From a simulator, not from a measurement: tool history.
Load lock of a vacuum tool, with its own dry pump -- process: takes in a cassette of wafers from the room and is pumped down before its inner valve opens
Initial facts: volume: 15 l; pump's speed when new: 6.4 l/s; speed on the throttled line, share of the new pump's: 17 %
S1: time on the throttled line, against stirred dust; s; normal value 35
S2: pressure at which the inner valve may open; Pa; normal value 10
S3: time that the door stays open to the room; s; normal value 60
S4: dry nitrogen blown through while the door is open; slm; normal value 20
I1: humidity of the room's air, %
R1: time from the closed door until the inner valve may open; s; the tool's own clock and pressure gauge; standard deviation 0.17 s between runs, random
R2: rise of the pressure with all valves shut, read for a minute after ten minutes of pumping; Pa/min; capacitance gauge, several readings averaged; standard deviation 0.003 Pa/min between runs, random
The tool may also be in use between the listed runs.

run	day	S1	S2	S3	S4	I1	R1	R2
1	0.000	35	10	60	20	46.4	51.0	0.043
2	10.721	35	10	60	20	42.1	50.8	0.049
3	28.358	35	10	60	4	45.3	50.9	0.073
4	36.958	35	10	60	20	47.8	50.9	0.044
5	48.200	35	10	60	23	41.4	51.3	0.040
6	61.175	35	10	60	20	41.3	50.9	0.044
7	72.612	35	10	60	20	45.6	50.9	0.040
8	84.504	35	10	70	20	42.4	50.9	0.042
9	103.642	35	11	60	20	51.9	50.8	0.053
10	112.829	35	11	60	20	42.4	50.5	0.037
11	133.733	62	13	60	12	46.0	72.9	0.054
12	144.746	62	10	60	12	42.4	73.3	0.055
13	164.658	62	10	60	12	43.8	73.5	0.057
14	174.896	62	10	60	12	45.3	73.7	0.054
15	187.396	62	10	186	12	42.7	73.7	0.073
16	198.375	62	10	186	12	45.1	72.9	0.077
17	216.404	62	10	186	43	45.7	73.3	0.044
18	230.100	41	10	186	43	46.0	56.0	0.046
19	240.442	35	17	28	8	47.2	49.3	0.057
20	254.071	35	17	28	8	41.1	49.7	0.043

4 options for the next run, each taken on its own from the tool as it stands now. Forecast them:
A	264.167	46	10	60	20	44.8	?	?
B	264.167	35	10	60	15	43.2	?	?
C	264.167	18	11	39	8	45.0	?	?
D	264.167	31	10	133	12	43.5	?	?

run	R1	R2
A	59.9	0.044
B	51.0	0.052
C	36.8	0.054
D	47.5	0.069
With the hidden condition removed and each run's random variation left untouched, the same runs would have given:
run	R1	R2
A	59.8	0.043
B	51.0	0.050
C	36.7	0.052
D	47.5	0.067

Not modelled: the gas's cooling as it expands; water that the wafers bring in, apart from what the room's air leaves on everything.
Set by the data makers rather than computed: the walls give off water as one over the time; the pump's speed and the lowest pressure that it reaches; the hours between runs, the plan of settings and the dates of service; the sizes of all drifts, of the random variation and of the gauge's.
